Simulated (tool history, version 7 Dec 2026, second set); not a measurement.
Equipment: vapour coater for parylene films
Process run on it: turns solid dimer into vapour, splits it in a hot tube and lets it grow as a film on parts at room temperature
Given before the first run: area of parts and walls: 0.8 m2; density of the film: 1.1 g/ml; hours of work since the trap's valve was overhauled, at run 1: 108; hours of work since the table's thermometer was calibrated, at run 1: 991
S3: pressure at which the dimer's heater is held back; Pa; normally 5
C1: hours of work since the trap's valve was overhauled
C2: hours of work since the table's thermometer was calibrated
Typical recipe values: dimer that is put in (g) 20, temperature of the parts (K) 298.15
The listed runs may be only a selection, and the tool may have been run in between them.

Run 1, hour 0: usual settings; C1 108; C2 991. Result: thickness of the film (µm) 18.16.
Run 2, hour 70.7: usual settings; C1 148; C2 1031. Result: thickness of the film (µm) 18.14.
Run 3, hour 117.7: usual settings; C1 175; C2 1058. Result: thickness of the film (µm) 18.13.
Run 4, hour 154.6: usual settings; C1 196; C2 1079. Result: thickness of the film (µm) 18.16.
Run 5, hour 208.4: usual settings; C1 226; C2 1110. Result: thickness of the film (µm) 18.07.
Run 6, hour 245.7: usual settings but dimer that is put in (g) 23; C1 247; C2 1131. Result: thickness of the film (µm) 20.9.
Run 7, hour 301.8: usual settings but dimer that is put in (g) 23; C1 279; C2 1163. Result: thickness of the film (µm) 20.82.
Run 8, hour 375.2: usual settings; C1 321; C2 1204. Result: thickness of the film (µm) 18.15.
Run 9, hour 406.5: usual settings; C1 339; C2 1222. Result: thickness of the film (µm) 18.04.
Run 10, hour 472.9: usual settings; C1 377; C2 1260. Result: thickness of the film (µm) 18.09.
Run 11, hour 512.1: usual settings but dimer that is put in (g) 14; C1 399; C2 1282. Result: thickness of the film (µm) 12.66.
Run 12, hour 560.1: usual settings but dimer that is put in (g) 14; C1 426; C2 1310. Result: thickness of the film (µm) 12.66.
Run 13, hour 615.3: usual settings but dimer that is put in (g) 24, temperature of the parts (K) 308.15, S3 3.96 Pa; C1 458; C2 1341. Result: thickness of the film (µm) 19.33.
Run 14, hour 664.8: usual settings but dimer that is put in (g) 11, temperature of the parts (K) 295.15, S3 7.02 Pa; C1 486; C2 1369. Result: thickness of the film (µm) 9.65.
Run 15, hour 711.9: usual settings but dimer that is put in (g) 11, temperature of the parts (K) 295.15, S3 7.02 Pa; C1 513; C2 1396. Result: thickness of the film (µm) 9.65.
Run 16, hour 777: usual settings but dimer that is put in (g) 19, temperature of the parts (K) 308.15, S3 3.8 Pa; C1 550; C2 1433. Result: thickness of the film (µm) 15.31.
Run 17, hour 849: usual settings but dimer that is put in (g) 11, temperature of the parts (K) 304.15, S3 10.59 Pa; C1 591; C2 1474. Result: thickness of the film (µm) 7.51.
Run 18, hour 908.8: usual settings but dimer that is put in (g) 11, temperature of the parts (K) 304.15, S3 10.59 Pa; C1 625; C2 1508. Result: thickness of the film (µm) 7.49.
At hour 943.6: trap's valve overhauled.
Run 19, hour 981.7: usual settings but dimer that is put in (g) 11, temperature of the parts (K) 304.15, S3 10.59 Pa; C1 22; C2 1547. Result: thickness of the film (µm) 7.49.
Run 20, hour 1048.7: usual settings but dimer that is put in (g) 11, temperature of the parts (K) 304.15, S3 10.59 Pa; C1 60; C2 1585. Result: thickness of the film (µm) 7.51.
Run 21, hour 1084.8: usual settings but dimer that is put in (g) 9, temperature of the parts (K) 306.15, S3 4.95 Pa; C1 80; C2 1606. Result: thickness of the film (µm) 7.08.
Run 22, hour 1136.6: usual settings but dimer that is put in (g) 13, temperature of the parts (K) 308.15, S3 5.07 Pa; C1 110; C2 1635. Result: thickness of the film (µm) 9.76.
Run 23, hour 1198.6: usual settings but dimer that is put in (g) 9, temperature of the parts (K) 299.15; C1 145; C2 1670. Result: thickness of the film (µm) 7.96.

Measured result minus the same run's result without the hidden state. Both carry the same run-to-run variation, though not necessarily the same gauge scatter:
Unlogged tool condition in this case: vapour lost through the trap's worn valve, %; true temperature of the parts over the reading, C; drift of the gauge itself on film_um, %.
run  thickness of the film (µm)
  1                          +0
  2                       -0.01
  3                       -0.02
  4                       -0.03
  5                       -0.04
  6                       -0.06
  7                       -0.07
  8                       -0.07
  9                       -0.07
 10                       -0.09
 11                       -0.07
 12                       -0.07
 13                       -0.12
 14                       -0.07
 15                       -0.07
 16                       -0.12
 17                       -0.06
 18                       -0.07
 19                       -0.07
 20                       -0.07
 21                       -0.07
 22                        -0.1
 23                       -0.09

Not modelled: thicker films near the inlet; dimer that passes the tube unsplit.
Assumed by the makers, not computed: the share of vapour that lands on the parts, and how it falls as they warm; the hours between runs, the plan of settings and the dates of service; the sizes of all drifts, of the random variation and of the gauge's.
